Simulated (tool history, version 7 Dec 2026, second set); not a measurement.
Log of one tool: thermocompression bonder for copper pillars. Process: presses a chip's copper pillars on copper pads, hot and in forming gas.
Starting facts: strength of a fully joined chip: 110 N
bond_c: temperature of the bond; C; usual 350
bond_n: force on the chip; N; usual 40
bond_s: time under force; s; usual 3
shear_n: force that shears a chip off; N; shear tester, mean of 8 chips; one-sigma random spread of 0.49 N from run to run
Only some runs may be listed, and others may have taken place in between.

run	day	bond_c	bond_n	bond_s	shear_n
1	0	350	40	3	65.3
2	1.104	350	40	3	65.5
3	2.204	350	40	3	64
4	4.025	350	40	3	64
5	5.921	350	40	8	83.1
6	6.933	336	36	8	71
7	9.204	336	35	4	56.2

The next listed run, before its measurement:
8	10.608	336	35	4	?

shear_n: 55.5 N
With the hidden condition absent and the run-to-run variation left alone, this run would have shown shear_n 56.5 N.

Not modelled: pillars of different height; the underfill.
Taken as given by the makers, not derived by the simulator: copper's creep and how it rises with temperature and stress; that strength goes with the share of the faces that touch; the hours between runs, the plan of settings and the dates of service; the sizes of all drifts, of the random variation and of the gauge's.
